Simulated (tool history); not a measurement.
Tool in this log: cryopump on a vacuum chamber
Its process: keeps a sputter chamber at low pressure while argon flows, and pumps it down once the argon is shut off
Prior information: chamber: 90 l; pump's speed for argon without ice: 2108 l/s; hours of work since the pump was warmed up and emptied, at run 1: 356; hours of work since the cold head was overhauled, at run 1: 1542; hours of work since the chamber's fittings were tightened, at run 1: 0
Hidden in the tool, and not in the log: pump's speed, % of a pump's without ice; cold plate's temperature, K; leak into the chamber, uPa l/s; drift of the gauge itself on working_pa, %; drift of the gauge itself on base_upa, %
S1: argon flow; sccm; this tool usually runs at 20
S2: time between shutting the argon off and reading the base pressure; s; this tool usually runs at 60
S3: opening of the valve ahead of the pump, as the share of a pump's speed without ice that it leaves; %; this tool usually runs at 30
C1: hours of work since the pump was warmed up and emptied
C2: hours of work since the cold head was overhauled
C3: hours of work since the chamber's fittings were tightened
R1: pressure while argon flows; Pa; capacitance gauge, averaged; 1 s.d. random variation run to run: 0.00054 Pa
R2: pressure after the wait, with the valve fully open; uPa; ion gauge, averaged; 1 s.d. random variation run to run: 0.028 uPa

run 1 hour=0 | S1=20 S2=60 S3=30 | C1=356 C2=1542 C3=0 | R1=0.0557 R2=1.35
run 2 hour=46.1 | S1=20 S2=60 S3=30 | C1=380 C2=1566 C3=25 | R1=0.0546 R2=1.33
run 3 hour=106.6 | S1=20 S2=60 S3=30 | C1=413 C2=1599 C3=57 | R1=0.0552 R2=1.29
run 4 hour=158.5 | S1=20 S2=79 S3=30 | C1=441 C2=1627 C3=85 | R1=0.0558 R2=1.07
run 5 hour=194.9 | S1=20 S2=79 S3=30 | C1=461 C2=1647 C3=105 | R1=0.0558 R2=1.07
run 6 hour=252.4 | S1=20 S2=79 S3=30 | C1=492 C2=1678 C3=136 | R1=0.0551 R2=1.11
run 7 hour=295.2 | S1=20 S2=79 S3=30 | C1=515 C2=1701 C3=159 | R1=0.056 R2=1.1
run 8 hour=342.2 | S1=9 S2=79 S3=30 | C1=540 C2=1726 C3=184 | R1=0.0238 R2=1.1
run 9 hour=379.1 | S1=20 S2=60 S3=30 | C1=560 C2=1746 C3=204 | R1=0.0558 R2=1.39
run 10 hour=413.7 | S1=20 S2=60 S3=52 | C1=578 C2=1765 C3=223 | R1=0.0324 R2=1.35
run 11 hour=458.8 | S1=20 S2=60 S3=52 | C1=603 C2=1789 C3=247 | R1=0.033 R2=1.39
run 12 hour=495.2 | S1=10 S2=60 S3=52 | C1=622 C2=1809 C3=267 | R1=0.0162 R2=1.37
run 13 hour=535.8 | S1=10 S2=60 S3=52 | C1=644 C2=1830 C3=289 | R1=0.0162 R2=1.44
run 14 hour=609.4 | S1=20 S2=60 S3=30 | C1=684 C2=1870 C3=328 | R1=0.0569 R2=1.37
run 15 hour=665.8 | S1=9 S2=60 S3=21 | C1=714 C2=1901 C3=359 | R1=0.0362 R2=1.37
run 16 hour=712.2 | S1=16 S2=28 S3=29 | C1=739 C2=1925 C3=384 | R1=0.0466 R2=2.72
run 17 hour=742.3 | S1=10 S2=60 S3=19 | C1=756 C2=1942 C3=400 | R1=0.043 R2=1.38
run 18 hour=785.4 | S1=32 S2=60 S3=21 | C1=779 C2=1965 C3=423 | R1=0.1276 R2=1.44
run 19 hour=839.5 | S1=32 S2=60 S3=21 | C1=808 C2=1994 C3=452 | R1=0.1274 R2=1.41
run 20 hour=869.5 | S1=32 S2=60 S3=21 | C1=824 C2=2010 C3=469 | R1=0.1277 R2=1.51
run 21 hour=909.6 | S1=22 S2=136 S3=54 | C1=846 C2=2032 C3=490 | R1=0.0365 R2=0.78
run 22 hour=954.2 | S1=20 S2=60 S3=31 | C1=870 C2=2056 C3=514 | R1=0.0562 R2=1.4
run 23 hour=1006.8 | S1=27 S2=217 S3=31 | C1=898 C2=2084 C3=543 | R1=0.0748 R2=0.6
run 24 hour=1075.4 | S1=19 S2=266 S3=30 | C1=935 C2=2121 C3=580 | R1=0.0543 R2=0.57
run 25 hour=1119.7 | S1=20 S2=31 S3=30 | C1=959 C2=2145 C3=603 | R1=0.0562 R2=2.51
run 26 hour=1185.6 | S1=20 S2=30 S3=31 | C1=994 C2=2181 C3=639 | R1=0.056 R2=2.59
run 27 hour=1225.1 | S1=20 S2=27 S3=31 | C1=1016 C2=2202 C3=660 | R1=0.0565 R2=2.82

Below, some changes in R1 between adjacent runs. For each, the amount present without the hidden state too (settings, incoming material, random variation) and the amount remaining for the hidden state with gauge scatter not shared by both compared results:
Run 17 -> 18: S1 10 -> 32, S3 19 -> 21. R1 +0.0846 Pa: hidden state +0.0034, all else +0.0812.
Run 20 -> 21: S1 32 -> 22, S2 60 -> 136, S3 21 -> 54. R1 -0.0912 Pa: hidden state -0.0015, all else -0.0897.
